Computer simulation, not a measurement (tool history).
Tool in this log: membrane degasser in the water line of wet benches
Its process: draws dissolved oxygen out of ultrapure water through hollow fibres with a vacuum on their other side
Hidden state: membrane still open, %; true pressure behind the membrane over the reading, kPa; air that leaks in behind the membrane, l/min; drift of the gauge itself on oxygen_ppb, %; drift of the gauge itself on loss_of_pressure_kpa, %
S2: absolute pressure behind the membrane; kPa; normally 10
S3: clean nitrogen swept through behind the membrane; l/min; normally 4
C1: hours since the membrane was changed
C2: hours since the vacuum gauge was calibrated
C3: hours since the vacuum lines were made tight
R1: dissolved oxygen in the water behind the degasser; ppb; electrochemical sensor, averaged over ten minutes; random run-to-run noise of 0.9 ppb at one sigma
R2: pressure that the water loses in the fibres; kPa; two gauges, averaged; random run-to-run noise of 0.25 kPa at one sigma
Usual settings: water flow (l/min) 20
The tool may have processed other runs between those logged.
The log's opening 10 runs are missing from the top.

run 11 hour=1405.2 | water_flow_(l/min)=15 S2=12.9 S3=4 | C1=6158 C2=5820 C3=3569 | R1=90.4 R2=49.8
run 12 hour=1554.9 | water_flow_(l/min)=14 S2=10 S3=4 | C1=6307 C2=5970 C3=3719 | R1=59 R2=45.96
run 13 hour=1678.8 | water_flow_(l/min)=14 S2=10 S3=4 | C1=6431 C2=6094 C3=3843 | R1=60.5 R2=46.02
run 14 hour=1828.1 | water_flow_(l/min)=14 S2=10 S3=4 | C1=6581 C2=6243 C3=3992 | R1=58.9 R2=46.26
run 15 hour=1988.6 | water_flow_(l/min)=20 S2=10 S3=4 | C1=6741 C2=6403 C3=4152 | R1=84.4 R2=66.13
run 16 hour=2119 | water_flow_(l/min)=20 S2=10 S3=4 | C1=6871 C2=6534 C3=4283 | R1=83.9 R2=65.94
run 17 hour=2230.7 | water_flow_(l/min)=20 S2=10 S3=4 | C1=6983 C2=6646 C3=4394 | R1=85.1 R2=65.43
run 18 hour=2395.4 | water_flow_(l/min)=25 S2=19.1 S3=2.1 | C1=7148 C2=6810 C3=4559 | R1=424.3 R2=82.41
run 19 hour=2569.5 | water_flow_(l/min)=20 S2=11.5 S3=11.32 | C1=7322 C2=6984 C3=4733 | R1=38.9 R2=65.62
run 20 hour=2718.8 | water_flow_(l/min)=31 S2=13.8 S3=2.84 | C1=7471 C2=7134 C3=4883 | R1=272.9 R2=101.58
run 21 hour=2877.3 | water_flow_(l/min)=13 S2=13.8 S3=2.84 | C1=7630 C2=7292 C3=5041 | R1=118.1 R2=42.8
run 22 hour=3005.3 | water_flow_(l/min)=15 S2=9.8 S3=4 | C1=7758 C2=7420 C3=5169 | R1=62.3 R2=49.57
run 23 hour=3116.3 | water_flow_(l/min)=24 S2=10.1 S3=4 | C1=7869 C2=7531 C3=5280 | R1=104.7 R2=78.8
run 24 hour=3282.5 | water_flow_(l/min)=24 S2=10.1 S3=4 | C1=8035 C2=7697 C3=5446 | R1=103.9 R2=78.51
run 25 hour=3359.6 | water_flow_(l/min)=14 S2=15.6 S3=4 | C1=8112 C2=7774 C3=5523 | R1=107 R2=45.78
run 26 hour=3527.4 | water_flow_(l/min)=14 S2=15.6 S3=4 | C1=8280 C2=7942 C3=5691 | R1=106.5 R2=45.79
run 27 hour=3666 | water_flow_(l/min)=14 S2=15.6 S3=4 | C1=8419 C2=8081 C3=5830 | R1=105.9 R2=45.72
-- hour=3681.8 vacuum gauge calibrated
run 28 hour=3812.5 | water_flow_(l/min)=20 S2=10.1 S3=4 | C1=8564 C2=131 C3=5976 | R1=85.5 R2=65.61
run 29 hour=3974.9 | water_flow_(l/min)=30 S2=6.2 S3=4 | C1=8727 C2=293 C3=6138 | R1=63.3 R2=98.06
run 30 hour=4117.5 | water_flow_(l/min)=30 S2=6.2 S3=4 | C1=8870 C2=436 C3=6281 | R1=63.4 R2=97.95
run 31 hour=4297.5 | water_flow_(l/min)=20 S2=13.2 S3=10.24 | C1=9049 C2=616 C3=6461 | R1=50.5 R2=64.7

Consider 5 possible next runs. They are alternatives, not a sequence: every one starts from the tool as it was left by run 31. What does each give?
run A hour=4393 | water_flow_(l/min)=20 S2=19.2 S3=4.39 | C1=9145 C2=711 C3=6556 | R1=? R2=?
run B hour=4393 | water_flow_(l/min)=25 S2=8.9 S3=10.24 | C1=9145 C2=711 C3=6556 | R1=? R2=?
run C hour=4393 | water_flow_(l/min)=21 S2=12.1 S3=2.64 | C1=9145 C2=711 C3=6556 | R1=? R2=?
run D hour=4393 | water_flow_(l/min)=20 S2=19 S3=10.24 | C1=9145 C2=711 C3=6556 | R1=? R2=?
run E hour=4393 | water_flow_(l/min)=20 S2=17.6 S3=10.24 | C1=9145 C2=711 C3=6556 | R1=? R2=?

run=A R1=176.6 R2=64.87
run=B R1=39.1 R2=81.55
run=C R1=171.3 R2=68.48
run=D R1=78.8 R2=65.01
run=E R1=71.4 R2=64.72
Had the tool no hidden state, the same runs would have come out as:
run=A R1=176.5 R2=66.46
run=B R1=39 R2=83.55
run=C R1=171.2 R2=70.15
run=D R1=78.7 R2=66.6
run=E R1=71.4 R2=66.31
